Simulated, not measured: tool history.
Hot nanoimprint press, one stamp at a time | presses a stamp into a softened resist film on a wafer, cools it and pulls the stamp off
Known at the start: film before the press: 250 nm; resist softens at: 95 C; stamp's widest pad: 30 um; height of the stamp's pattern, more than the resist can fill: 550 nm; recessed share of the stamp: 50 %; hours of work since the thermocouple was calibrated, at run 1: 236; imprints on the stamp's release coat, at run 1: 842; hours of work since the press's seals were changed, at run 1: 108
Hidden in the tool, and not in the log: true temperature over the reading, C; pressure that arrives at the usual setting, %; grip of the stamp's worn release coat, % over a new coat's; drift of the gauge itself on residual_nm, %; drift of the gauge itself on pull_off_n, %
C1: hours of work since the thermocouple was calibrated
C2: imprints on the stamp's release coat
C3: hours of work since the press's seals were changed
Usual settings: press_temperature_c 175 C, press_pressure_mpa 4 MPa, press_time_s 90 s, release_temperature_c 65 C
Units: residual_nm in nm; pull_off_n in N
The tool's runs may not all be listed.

Run 1, hour 0: usual settings; C1 236; C2 842; C3 108. Result: residual_nm 129.5 nm, pull_off_n 160 N.
Run 2, hour 12: usual settings but press_time_s 158 s; C1 245; C2 878; C3 116. Result: residual_nm 106 nm, pull_off_n 161 N.
Run 3, hour 21.1: usual settings but press_time_s 158 s; C1 251; C2 905; C3 123. Result: residual_nm 105.8 nm, pull_off_n 163 N.
Run 4, hour 29.9: usual settings; C1 257; C2 931; C3 129. Result: residual_nm 130.7 nm, pull_off_n 164 N.
Run 5, hour 41.7: usual settings; C1 266; C2 965; C3 137. Result: residual_nm 130.2 nm, pull_off_n 164 N.
Run 6, hour 50.2: usual settings; C1 272; C2 991; C3 143. Result: residual_nm 129.8 nm, pull_off_n 163 N.
Run 7, hour 58.6: usual settings; C1 278; C2 1016; C3 149. Result: residual_nm 131.2 nm, pull_off_n 163 N.
At hour 62.4: plate thermocouple calibrated.
Run 8, hour 68: usual settings but press_temperature_c 166 C, release_temperature_c 54 C; C1 4; C2 1034; C3 154. Result: residual_nm 165.1 nm, pull_off_n 174 N.
Run 9, hour 73.8: usual settings but press_pressure_mpa 4.99 MPa; C1 8; C2 1052; C3 158. Result: residual_nm 118.6 nm, pull_off_n 164 N.
Run 10, hour 85.7: usual settings but press_temperature_c 178 C, press_pressure_mpa 2.83 MPa; C1 16; C2 1087; C3 166. Result: residual_nm 138.7 nm, pull_off_n 164 N.
Run 11, hour 97.9: usual settings but press_pressure_mpa 3.91 MPa, release_temperature_c 64 C; C1 25; C2 1123; C3 175. Result: residual_nm 132.1 nm, pull_off_n 162 N.
Run 12, hour 107.7: usual settings but press_pressure_mpa 3.91 MPa, release_temperature_c 64 C; C1 32; C2 1152; C3 181. Result: residual_nm 131.8 nm, pull_off_n 162 N.

The next listed run, before its measurement:
Run 13, hour 119.3: usual settings but press_temperature_c 185 C, release_temperature_c 71 C; C1 40; C2 1186; C3 190. Result: residual_nm ?, pull_off_n ?.

Run 13 gave residual_nm 99.8 nm, pull_off_n 154 N.
Without the tool's hidden state the same run would have given residual_nm 99.1 nm, pull_off_n 154 N.
